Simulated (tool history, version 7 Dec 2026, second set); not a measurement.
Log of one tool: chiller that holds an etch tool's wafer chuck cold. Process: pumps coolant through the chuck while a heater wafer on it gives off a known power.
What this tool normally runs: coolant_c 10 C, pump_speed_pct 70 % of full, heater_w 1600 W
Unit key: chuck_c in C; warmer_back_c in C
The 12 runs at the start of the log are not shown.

run	hour	coolant_c	pump_speed_pct	heater_w	chuck_c	warmer_back_c
13	1445.1	13	70	1600	26.2	5.49
# hour 1458.7: coolant pump overhauled
14	1638.1	13	70	1600	26.7	5.67
15	1800.6	13	70	1600	26.7	5.71
16	1971.1	10	77	1011	18.1	3.3
17	2137.1	10	78	1600	22.7	5.18
18	2289.7	10	78	1600	22.9	5.2
19	2433.7	5	90	1600	16.7	4.42
# hour 2456.3: coolant pump overhauled, once more
20	2529.3	5	90	1600	15.8	3.88
21	2666.3	13	73	1515	24.3	4.55
22	2841.9	10	69	1607	22.7	5.06
23	2957.2	10	69	1607	22.6	5.06
24	3099.2	10	63	1607	23.4	5.57
25	3205.5	10	63	1607	23.6	5.57
26	3305.5	17	90	1750	28.7	4.3
27	3389.9	3	90	1328	11.8	3.23
28	3528.5	10	86	1321	19.2	3.41
29	3642.9	16	70	1321	26.2	4.09
30	3797.7	16	70	1321	26.4	4.14

Predict each of these 4 candidate next runs independently; none follows another, all start after run 30:
A	3962.5	4	70	1321	?	?
B	3962.5	19	99	1003	?	?
C	3962.5	16	70	900	?	?
D	3962.5	10	97	2132	?	?

run	chuck_c	warmer_back_c
A	14.3	4.18
B	25.3	2.25
C	23	2.82
D	23.9	4.87
Take away the tool's hidden state, keep each run's random variation, and the runs would have read:
run	chuck_c	warmer_back_c
A	14.1	4.08
B	25.3	2.2
C	23	2.76
D	23.3	4.75
